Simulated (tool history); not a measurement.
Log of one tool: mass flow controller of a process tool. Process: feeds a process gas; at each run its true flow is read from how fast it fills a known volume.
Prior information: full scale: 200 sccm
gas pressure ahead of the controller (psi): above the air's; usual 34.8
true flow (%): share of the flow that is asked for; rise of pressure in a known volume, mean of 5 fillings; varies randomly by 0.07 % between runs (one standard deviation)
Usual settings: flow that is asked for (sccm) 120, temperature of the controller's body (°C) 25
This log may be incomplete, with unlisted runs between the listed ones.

| run | day | flow that is asked for (sccm) | gas pressure ahead of the controller (psi) | temperature of the controller's body (°C) | true flow (%) |
|---|---|---|---|---|---|
| 1 | 0.000 | 120 | 34.8 | 25 | 99.47 |
| 2 | 8.312 | 120 | 34.8 | 25 | 99.60 |
| 3 | 16.017 | 120 | 34.8 | 21 | 100.06 |
| 4 | 21.379 | 120 | 34.8 | 21 | 100.05 |
| 5 | 28.458 | 120 | 34.8 | 21 | 100.10 |
| 6 | 34.592 | 120 | 34.8 | 21 | 99.87 |
| 7 | 38.375 | 120 | 39.3 | 21 | 100.11 |
| 8 | 42.088 | 120 | 39.3 | 21 | 99.95 |
| 9 | 50.279 | 120 | 34.8 | 25 | 99.70 |
| 10 | 53.846 | 120 | 34.8 | 25 | 99.68 |
| 11 | 57.471 | 120 | 34.8 | 25 | 99.75 |
| 12 | 62.608 | 120 | 34.8 | 23 | 100.07 |
| 13 | 68.104 | 120 | 34.8 | 23 | 99.99 |
| 14 | 71.958 | 120 | 34.8 | 23 | 99.83 |
|  | 72.738 | controller's zero set anew |
| 15 | 77.279 | 120 | 34.8 | 23 | 100.16 |
| 16 | 81.804 | 120 | 34.8 | 25 | 100.07 |
| 17 | 88.554 | 120 | 34.8 | 25 | 99.99 |
|  | 92.617 | controller's zero set anew, once more |
| 18 | 92.617 | 120 | 34.8 | 25 | 99.38 |
| 19 | 96.592 | 120 | 34.8 | 25 | 99.42 |
| 20 | 103.571 | 120 | 25.1 | 25 | 99.66 |
| 21 | 111.400 | 120 | 25.1 | 25 | 99.55 |
| 22 | 117.454 | 120 | 25.1 | 25 | 99.71 |
| 23 | 123.062 | 120 | 34.8 | 23 | 99.71 |
| 24 | 130.783 | 35 | 30.5 | 23 | 99.15 |
| 25 | 135.775 | 24 | 40.5 | 23 | 98.92 |
| 26 | 139.954 | 120 | 37.1 | 32 | 98.74 |
| 27 | 144.775 | 45 | 31.8 | 28 | 98.65 |
| 28 | 151.742 | 45 | 31.8 | 28 | 98.51 |
| 29 | 159.258 | 45 | 31.8 | 28 | 98.86 |
| 30 | 165.558 | 60 | 30.6 | 24 | 99.30 |
| 31 | 172.962 | 120 | 30.2 | 25 | 99.88 |
| 32 | 179.454 | 120 | 30.2 | 25 | 99.87 |
| 33 | 184.792 | 120 | 36.7 | 25 | 99.80 |
| 34 | 192.229 | 176 | 21.8 | 23 | 100.87 |
| 35 | 199.029 | 31 | 21.8 | 23 | 99.90 |
| 36 | 202.988 | 31 | 21.8 | 23 | 99.97 |
| 37 | 207.862 | 31 | 21.8 | 23 | 100.04 |
| 38 | 211.867 | 120 | 34.8 | 33 | 99.06 |
| 39 | 217.212 | 90 | 28.7 | 31 | 99.14 |
| 40 | 222.700 | 90 | 38.4 | 22 | 99.93 |
| 41 | 226.450 | 42 | 25.4 | 25 | 99.74 |

Predict each of these 5 candidate next runs independently; none follows another, all start after run 41:
| A | 234.238 | 120 | 37.9 | 37 | ? |
| B | 234.238 | 120 | 40.2 | 25 | ? |
| C | 234.238 | 146 | 21.8 | 39 | ? |
| D | 234.238 | 41 | 23.2 | 31 | ? |
| E | 234.238 | 172 | 24.4 | 22 | ? |

| run | true flow (%) |
|---|---|
| A | 98.63 |
| B | 99.86 |
| C | 98.90 |
| D | 99.21 |
| E | 101.17 |
Stripped of hidden state, with their random variation kept, the same runs would have yielded:
| run | true flow (%) |
|---|---|
| A | 97.59 |
| B | 98.82 |
| C | 97.91 |
| D | 97.53 |
| E | 100.23 |

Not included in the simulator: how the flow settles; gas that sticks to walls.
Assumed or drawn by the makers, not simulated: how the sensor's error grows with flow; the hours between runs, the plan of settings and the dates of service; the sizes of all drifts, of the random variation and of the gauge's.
